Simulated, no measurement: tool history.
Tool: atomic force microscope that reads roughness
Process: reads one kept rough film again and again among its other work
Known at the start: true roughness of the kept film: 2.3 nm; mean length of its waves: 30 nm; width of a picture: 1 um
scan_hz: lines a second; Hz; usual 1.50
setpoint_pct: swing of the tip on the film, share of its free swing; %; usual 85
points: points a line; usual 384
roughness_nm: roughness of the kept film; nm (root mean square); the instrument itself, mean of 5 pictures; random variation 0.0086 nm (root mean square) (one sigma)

Run 1, day 0.000: usual settings. Result: roughness_nm 1.895 nm (root mean square).
Run 2, day 0.246: usual settings. Result: roughness_nm 1.905 nm (root mean square).
Run 3, day 0.612: usual settings but scan_hz 0.65 Hz. Result: roughness_nm 2.026 nm (root mean square).
Run 4, day 0.933: usual settings but scan_hz 0.95 Hz. Result: roughness_nm 1.983 nm (root mean square).
Run 5, day 1.188: usual settings but scan_hz 0.95 Hz. Result: roughness_nm 1.969 nm (root mean square).
Run 6, day 1.438: usual settings but scan_hz 1.93 Hz. Result: roughness_nm 1.837 nm (root mean square).

The next listed run, before its measurement:
Run 7, day 1.729: usual settings but scan_hz 1.38 Hz, setpoint_pct 71 %, points 403. Result: roughness_nm ?.

roughness_nm: 2.025 nm (root mean square)
Without the tool's hidden state the same run would have given roughness_nm 2.030 nm (root mean square).
